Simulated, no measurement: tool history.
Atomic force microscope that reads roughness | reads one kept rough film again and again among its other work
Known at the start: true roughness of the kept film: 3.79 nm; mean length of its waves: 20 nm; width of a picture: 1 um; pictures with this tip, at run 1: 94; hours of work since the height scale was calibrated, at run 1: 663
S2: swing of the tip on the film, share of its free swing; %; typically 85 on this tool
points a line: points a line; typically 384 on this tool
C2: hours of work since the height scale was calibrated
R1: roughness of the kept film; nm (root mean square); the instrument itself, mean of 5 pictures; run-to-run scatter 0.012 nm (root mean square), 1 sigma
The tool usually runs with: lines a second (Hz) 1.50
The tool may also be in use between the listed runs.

{"run": 1, "day": 0.0, "lines a second (Hz)": 1.5, "S2": 85, "points a line": 384, "pictures with this tip": 94, "C2": 663, "R1": 2.927}
{"run": 2, "day": 1.629, "lines a second (Hz)": 1.5, "S2": 85, "points a line": 384, "pictures with this tip": 169, "C2": 689, "R1": 2.92}
{"day": 3.533, "done": "new tip fitted"}
{"run": 3, "day": 3.533, "lines a second (Hz)": 1.5, "S2": 85, "points a line": 384, "pictures with this tip": 0, "C2": 720, "R1": 2.918}
{"run": 4, "day": 5.342, "lines a second (Hz)": 1.5, "S2": 85, "points a line": 384, "pictures with this tip": 84, "C2": 749, "R1": 2.924}
{"run": 5, "day": 6.417, "lines a second (Hz)": 1.5, "S2": 85, "points a line": 384, "pictures with this tip": 134, "C2": 766, "R1": 2.907}
{"run": 6, "day": 8.054, "lines a second (Hz)": 1.5, "S2": 85, "points a line": 320, "pictures with this tip": 210, "C2": 792, "R1": 2.893}
{"day": 9.008, "done": "new tip fitted"}
{"run": 7, "day": 9.196, "lines a second (Hz)": 1.5, "S2": 85, "points a line": 546, "pictures with this tip": 9, "C2": 810, "R1": 2.94}
{"run": 8, "day": 10.671, "lines a second (Hz)": 1.5, "S2": 62, "points a line": 384, "pictures with this tip": 77, "C2": 833, "R1": 3.06}
{"run": 9, "day": 12.008, "lines a second (Hz)": 1.5, "S2": 85, "points a line": 384, "pictures with this tip": 139, "C2": 855, "R1": 2.937}
{"run": 10, "day": 13.254, "lines a second (Hz)": 1.5, "S2": 85, "points a line": 384, "pictures with this tip": 196, "C2": 875, "R1": 2.905}
{"run": 11, "day": 14.25, "lines a second (Hz)": 1.5, "S2": 72, "points a line": 384, "pictures with this tip": 243, "C2": 891, "R1": 3.003}
{"day": 14.583, "done": "new tip fitted"}
{"run": 12, "day": 15.592, "lines a second (Hz)": 1.5, "S2": 85, "points a line": 384, "pictures with this tip": 47, "C2": 912, "R1": 2.919}
{"run": 13, "day": 17.275, "lines a second (Hz)": 1.5, "S2": 85, "points a line": 384, "pictures with this tip": 124, "C2": 939, "R1": 2.908}
{"run": 14, "day": 18.8, "lines a second (Hz)": 1.5, "S2": 85, "points a line": 384, "pictures with this tip": 195, "C2": 963, "R1": 2.899}
{"day": 20.038, "done": "new tip fitted"}
{"run": 15, "day": 20.5, "lines a second (Hz)": 1.5, "S2": 85, "points a line": 384, "pictures with this tip": 22, "C2": 990, "R1": 2.93}
{"run": 16, "day": 22.696, "lines a second (Hz)": 1.5, "S2": 61, "points a line": 384, "pictures with this tip": 123, "C2": 1025, "R1": 3.086}
{"run": 17, "day": 24.183, "lines a second (Hz)": 1.5, "S2": 61, "points a line": 384, "pictures with this tip": 192, "C2": 1049, "R1": 3.089}
{"day": 25.525, "done": "new tip fitted"}
{"run": 18, "day": 25.525, "lines a second (Hz)": 1.5, "S2": 61, "points a line": 384, "pictures with this tip": 0, "C2": 1070, "R1": 3.082}
{"run": 19, "day": 26.742, "lines a second (Hz)": 1.5, "S2": 85, "points a line": 384, "pictures with this tip": 57, "C2": 1089, "R1": 2.922}
{"run": 20, "day": 28.912, "lines a second (Hz)": 1.5, "S2": 85, "points a line": 384, "pictures with this tip": 157, "C2": 1124, "R1": 2.926}
{"run": 21, "day": 30.288, "lines a second (Hz)": 1.5, "S2": 85, "points a line": 384, "pictures with this tip": 221, "C2": 1146, "R1": 2.893}
{"day": 31.062, "done": "new tip fitted"}
{"run": 22, "day": 31.342, "lines a second (Hz)": 2.21, "S2": 85, "points a line": 384, "pictures with this tip": 12, "C2": 1163, "R1": 2.819}
{"run": 23, "day": 33.138, "lines a second (Hz)": 2.06, "S2": 85, "points a line": 384, "pictures with this tip": 96, "C2": 1191, "R1": 2.852}
{"run": 24, "day": 34.854, "lines a second (Hz)": 2.06, "S2": 63, "points a line": 384, "pictures with this tip": 175, "C2": 1219, "R1": 3.037}
{"day": 36.596, "done": "new tip fitted"}
{"run": 25, "day": 36.875, "lines a second (Hz)": 2.06, "S2": 63, "points a line": 384, "pictures with this tip": 13, "C2": 1251, "R1": 3.045}
{"run": 26, "day": 38.6, "lines a second (Hz)": 2.06, "S2": 63, "points a line": 384, "pictures with this tip": 92, "C2": 1279, "R1": 3.058}
{"run": 27, "day": 39.542, "lines a second (Hz)": 1.31, "S2": 77, "points a line": 384, "pictures with this tip": 136, "C2": 1294, "R1": 2.985}
{"run": 28, "day": 40.912, "lines a second (Hz)": 1.11, "S2": 65, "points a line": 385, "pictures with this tip": 200, "C2": 1316, "R1": 3.076}
{"day": 41.917, "done": "height scale calibrated on a step standard"}
{"day": 42.192, "done": "new tip fitted"}
{"run": 29, "day": 43.088, "lines a second (Hz)": 2.03, "S2": 65, "points a line": 441, "pictures with this tip": 41, "C2": 18, "R1": 3.035}
{"run": 30, "day": 44.221, "lines a second (Hz)": 2.03, "S2": 65, "points a line": 441, "pictures with this tip": 94, "C2": 37, "R1": 3.047}
{"run": 31, "day": 45.354, "lines a second (Hz)": 1.05, "S2": 65, "points a line": 390, "pictures with this tip": 146, "C2": 55, "R1": 3.079}
{"run": 32, "day": 46.788, "lines a second (Hz)": 0.86, "S2": 85, "points a line": 596, "pictures with this tip": 212, "C2": 78, "R1": 3.059}
{"day": 47.646, "done": "new tip fitted"}
{"run": 33, "day": 47.967, "lines a second (Hz)": 0.86, "S2": 85, "points a line": 596, "pictures with this tip": 15, "C2": 96, "R1": 3.033}
{"run": 34, "day": 49.817, "lines a second (Hz)": 3.77, "S2": 62, "points a line": 522, "pictures with this tip": 101, "C2": 126, "R1": 2.995}
{"run": 35, "day": 51.654, "lines a second (Hz)": 1.5, "S2": 76, "points a line": 518, "pictures with this tip": 186, "C2": 155, "R1": 3.027}
{"day": 53.088, "done": "new tip fitted"}
{"run": 36, "day": 53.192, "lines a second (Hz)": 1.5, "S2": 76, "points a line": 518, "pictures with this tip": 5, "C2": 179, "R1": 3.035}
{"run": 37, "day": 54.212, "lines a second (Hz)": 0.79, "S2": 84, "points a line": 278, "pictures with this tip": 52, "C2": 196, "R1": 2.965}
{"run": 38, "day": 55.708, "lines a second (Hz)": 0.76, "S2": 83, "points a line": 630, "pictures with this tip": 121, "C2": 220, "R1": 3.088}
{"run": 39, "day": 57.808, "lines a second (Hz)": 0.76, "S2": 83, "points a line": 630, "pictures with this tip": 218, "C2": 253, "R1": 3.065}
{"day": 58.533, "done": "new tip fitted"}
{"run": 40, "day": 59.221, "lines a second (Hz)": 0.76, "S2": 83, "points a line": 630, "pictures with this tip": 32, "C2": 275, "R1": 3.084}
{"run": 41, "day": 61.079, "lines a second (Hz)": 0.52, "S2": 83, "points a line": 652, "pictures with this tip": 118, "C2": 305, "R1": 3.125}
{"run": 42, "day": 62.421, "lines a second (Hz)": 1.57, "S2": 61, "points a line": 917, "pictures with this tip": 180, "C2": 327, "R1": 3.109}
{"day": 63.967, "done": "new tip fitted"}
{"run": 43, "day": 63.967, "lines a second (Hz)": 1.57, "S2": 61, "points a line": 917, "pictures with this tip": 0, "C2": 351, "R1": 3.103}
{"run": 44, "day": 65.258, "lines a second (Hz)": 1.5, "S2": 73, "points a line": 258, "pictures with this tip": 59, "C2": 372, "R1": 2.978}
{"run": 45, "day": 66.404, "lines a second (Hz)": 3.94, "S2": 68, "points a line": 744, "pictures with this tip": 112, "C2": 390, "R1": 2.92}
{"run": 46, "day": 67.338, "lines a second (Hz)": 3.94, "S2": 68, "points a line": 744, "pictures with this tip": 155, "C2": 405, "R1": 2.923}
{"run": 47, "day": 69.079, "lines a second (Hz)": 1.62, "S2": 67, "points a line": 799, "pictures with this tip": 236, "C2": 433, "R1": 3.078}
{"day": 69.446, "done": "new tip fitted"}
{"run": 48, "day": 70.404, "lines a second (Hz)": 2.71, "S2": 68, "points a line": 703, "pictures with this tip": 44, "C2": 454, "R1": 3.014}
{"run": 49, "day": 71.517, "lines a second (Hz)": 1.03, "S2": 87, "points a line": 830, "pictures with this tip": 96, "C2": 472, "R1": 3.025}
{"run": 50, "day": 73.312, "lines a second (Hz)": 0.92, "S2": 63, "points a line": 830, "pictures with this tip": 179, "C2": 500, "R1": 3.132}

Hidden state at the last listed run before each entry between runs and at the first one after, where it differs:
Run 2 -> run 3: new tip fitted (day 3.533)
  radius of the tip, nm: 5.1 -> 5
Run 6 -> run 7: new tip fitted (day 9.008)
  radius of the tip, nm: 5.1 -> 5
Run 11 -> run 12: new tip fitted (day 14.583)
  radius of the tip, nm: 5.1 -> 5
Run 14 -> run 15: new tip fitted (day 20.038)
  radius of the tip, nm: 5.1 -> 5
Run 17 -> run 18: new tip fitted (day 25.525)
  radius of the tip, nm: 5.1 -> 5
Run 21 -> run 22: new tip fitted (day 31.062)
  radius of the tip, nm: 5.1 -> 5
Run 24 -> run 25: new tip fitted (day 36.596)
  radius of the tip, nm: 5.1 -> 5
Run 28 -> run 29: height scale calibrated on a step standard (day 41.917); new tip fitted (day 42.192)
  radius of the tip, nm: 5.1 -> 5; height scale over the true one, %: 0.02 -> 0
Run 32 -> run 33: new tip fitted (day 47.646)
  radius of the tip, nm: 5.1 -> 5
Run 35 -> run 36: new tip fitted (day 53.088)
  radius of the tip, nm: 5.1 -> 5
Run 39 -> run 40: new tip fitted (day 58.533)
  radius of the tip, nm: 5.1 -> 5
Run 42 -> run 43: new tip fitted (day 63.967)
  radius of the tip, nm: 5.1 -> 5
Run 47 -> run 48: new tip fitted (day 69.446)
  radius of the tip, nm: 5.1 -> 5
